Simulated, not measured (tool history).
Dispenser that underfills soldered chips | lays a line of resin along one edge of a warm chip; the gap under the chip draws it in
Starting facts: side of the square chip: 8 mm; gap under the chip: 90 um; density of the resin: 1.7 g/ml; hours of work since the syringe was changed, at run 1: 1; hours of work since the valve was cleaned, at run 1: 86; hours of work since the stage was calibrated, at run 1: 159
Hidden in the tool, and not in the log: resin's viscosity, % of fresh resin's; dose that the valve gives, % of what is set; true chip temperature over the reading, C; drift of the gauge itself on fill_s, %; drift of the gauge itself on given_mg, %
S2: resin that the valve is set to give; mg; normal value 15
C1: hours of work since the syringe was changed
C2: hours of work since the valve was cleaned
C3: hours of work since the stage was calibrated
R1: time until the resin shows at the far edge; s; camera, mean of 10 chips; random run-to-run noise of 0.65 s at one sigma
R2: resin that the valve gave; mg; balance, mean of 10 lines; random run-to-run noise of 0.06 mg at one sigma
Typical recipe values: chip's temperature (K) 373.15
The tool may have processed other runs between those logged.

Run 1, day 0: usual settings; C1 1; C2 86; C3 159. Result: R1 60 s, R2 14.03 mg.
Run 2, day 0.2: usual settings; C1 5; C2 89; C3 163. Result: R1 68.1 s, R2 14 mg.
At day 0.354: dispensing valve cleaned and set on the balance.
Run 3, day 0.375: usual settings; C1 7; C2 0; C3 165. Result: R1 71.9 s, R2 15.03 mg.
Run 4, day 0.579: usual settings; C1 11; C2 4; C3 169. Result: R1 83.9 s, R2 15.08 mg.
At day 0.604: new syringe of resin.
Run 5, day 0.708: usual settings; C1 2; C2 6; C3 171. Result: R1 58.8 s, R2 14.96 mg.
Run 6, day 0.875: usual settings; C1 5; C2 9; C3 174. Result: R1 66 s, R2 14.9 mg.
Run 7, day 1.071: usual settings; C1 8; C2 13; C3 178. Result: R1 74.4 s, R2 14.77 mg.
At day 1.242: new syringe of resin.
Run 8, day 1.25: usual settings; C1 0; C2 16; C3 181. Result: R1 55.6 s, R2 14.85 mg.
Run 9, day 1.458: usual settings but chip's temperature (K) 365.15; C1 4; C2 19; C3 184. Result: R1 81.8 s, R2 14.78 mg.
Run 10, day 1.562: usual settings but chip's temperature (K) 379.15; C1 6; C2 21; C3 186. Result: R1 58.3 s, R2 14.64 mg.
Run 11, day 1.704: usual settings but chip's temperature (K) 379.15; C1 8; C2 24; C3 189. Result: R1 63.8 s, R2 14.66 mg.
At day 1.862: new syringe of resin.
Run 12, day 1.896: usual settings but S2 19 mg; C1 1; C2 27; C3 192. Result: R1 56.4 s, R2 18.62 mg.
Run 13, day 2.096: usual settings but S2 19 mg; C1 4; C2 31; C3 196. Result: R1 63.2 s, R2 18.61 mg.
Run 14, day 2.321: usual settings but S2 19 mg; C1 8; C2 35; C3 200. Result: R1 73.6 s, R2 18.41 mg.
At day 2.496: new syringe of resin.
Run 15, day 2.496: usual settings but S2 19 mg; C1 0; C2 37; C3 202. Result: R1 54.5 s, R2 18.5 mg.
Run 16, day 2.683: usual settings but S2 19 mg; C1 3; C2 41; C3 206. Result: R1 61.6 s, R2 18.38 mg.
Run 17, day 2.912: usual settings but chip's temperature (K) 374.15, S2 19 mg; C1 7; C2 45; C3 210. Result: R1 70.4 s, R2 18.36 mg.
At day 3.125: new syringe of resin.
Run 18, day 3.154: usual settings but chip's temperature (K) 367.15, S2 18.1 mg; C1 1; C2 49; C3 214. Result: R1 64 s, R2 17.49 mg.
Run 19, day 3.267: usual settings but chip's temperature (K) 378.15, S2 18.6 mg; C1 3; C2 51; C3 216. Result: R1 50.3 s, R2 17.9 mg.

The next listed run, before its measurement:
Run 20, day 3.492: usual settings but chip's temperature (K) 364.15, S2 14.8 mg; C1 7; C2 55; C3 220. Result: R1 ?, R2 ?.

Run 20 yielded R1 89 s, R2 14.25 mg.
Were there no unlogged condition in the tool, this run, its random variation unchanged, would have produced R1 73.7 s, R2 14.88 mg.
